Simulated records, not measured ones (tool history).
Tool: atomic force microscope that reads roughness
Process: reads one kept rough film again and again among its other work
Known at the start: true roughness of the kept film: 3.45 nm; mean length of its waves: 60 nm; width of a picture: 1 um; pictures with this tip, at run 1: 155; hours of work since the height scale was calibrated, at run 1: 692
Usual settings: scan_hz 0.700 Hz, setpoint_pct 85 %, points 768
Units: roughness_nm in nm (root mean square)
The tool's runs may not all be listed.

run	hour	scan_hz	setpoint_pct	points	pictures with this tip	hours of work since the height scale was calibrated	roughness_nm
1	0.0	0.700	85	768	155	692	2.992
# hour 9.4: new tip fitted
2	29.0	0.700	85	400	43	710	3.066
3	51.8	0.700	76	768	92	725	3.094
4	71.1	0.700	76	768	134	737	3.063
# hour 90.1: new tip fitted
5	93.4	0.700	76	768	7	751	3.171
6	115.1	1.151	76	768	54	764	3.031
7	137.9	1.151	76	768	104	779	3.011
8	165.0	0.700	63	768	163	796	3.101
# hour 171.6: new tip fitted
9	183.6	1.018	85	768	26	808	3.015
10	195.3	0.700	85	768	52	815	3.063
11	219.5	0.700	85	768	104	830	3.008
12	237.8	0.700	85	768	144	842	2.984
# hour 253.1: new tip fitted
13	253.1	0.700	85	768	0	851	3.086
14	274.7	0.700	85	768	47	865	3.062
15	296.1	0.700	85	768	93	879	3.013
# hour 299.1: height scale calibrated on a step standard
16	317.5	0.700	85	768	138	12	2.943
17	332.2	0.700	85	768	170	21	2.922
# hour 334.7: new tip fitted
18	347.6	0.700	85	768	28	30	3.045
19	362.9	0.700	85	768	61	40	3.054
20	377.8	0.788	85	768	94	50	2.978
21	393.4	0.788	85	768	127	60	2.932
22	410.6	0.700	85	325	165	70	2.924
# hour 415.4: new tip fitted
23	436.8	0.516	67	560	47	87	3.177
# hour 445.2: height scale calibrated on a step standard, once more
24	451.9	0.757	61	550	77	4	3.233
25	480.0	0.757	61	550	138	22	3.140
# hour 497.1: new tip fitted
26	507.1	3.567	71	458	22	39	2.848
27	532.3	0.991	66	768	77	55	3.144
28	560.6	0.973	84	333	138	73	2.952
# hour 578.4: new tip fitted
29	582.1	0.991	85	531	8	86	3.039
30	609.8	0.878	86	768	68	104	3.047
31	634.5	1.686	86	288	122	120	2.757
32	646.5	1.654	55	768	148	127	3.096
# hour 660.1: new tip fitted
33	668.6	0.700	59	802	19	141	3.271
34	682.7	0.700	59	802	49	150	3.257
35	710.9	2.598	85	641	110	168	2.597
36	728.4	2.598	64	757	148	179	2.974
# hour 742.6: new tip fitted
37	747.8	0.542	61	768	11	191	3.308
38	759.6	0.700	67	571	37	198	3.231
39	787.1	0.700	67	571	97	216	3.180
40	806.8	0.700	67	571	140	228	3.126
# hour 823.3: new tip fitted
41	832.7	1.325	64	887	21	244	3.184
42	849.6	2.789	63	385	57	255	3.035
43	870.2	0.686	63	385	102	268	3.183

Some steps in roughness_nm between neighbouring runs. How much of each would the tool show without its hidden state too (settings, what came in, random variation), and how much is left for the hidden state, with any gauge scatter that isn't in both results?
The hidden state here: radius of the tip, nm; height scale over the true one, %; drift of the gauge itself on roughness_nm, %.
Run 8 -> 9: scan_hz 0.700 -> 1.018, setpoint_pct 63 -> 85, new tip fitted. roughness_nm -0.086 nm (root mean square): hidden state +0.119, all else -0.205.
Run 12 -> 13: new tip fitted. roughness_nm +0.102 nm (root mean square): hidden state +0.121, all else -0.019.
Run 28 -> 29: scan_hz 0.973 -> 0.991, setpoint_pct 84 -> 85, points 333 -> 531, new tip fitted. roughness_nm +0.087 nm (root mean square): hidden state +0.121, all else -0.034.
Run 31 -> 32: scan_hz 1.686 -> 1.654, setpoint_pct 86 -> 55, points 288 -> 768. roughness_nm +0.339 nm (root mean square): hidden state -0.034, all else +0.373.
Run 34 -> 35: scan_hz 0.700 -> 2.598, setpoint_pct 59 -> 85, points 802 -> 641. roughness_nm -0.660 nm (root mean square): hidden state -0.032, all else -0.628.
Run 35 -> 36: setpoint_pct 85 -> 64, points 641 -> 757. roughness_nm +0.377 nm (root mean square): hidden state -0.049, all else +0.426.
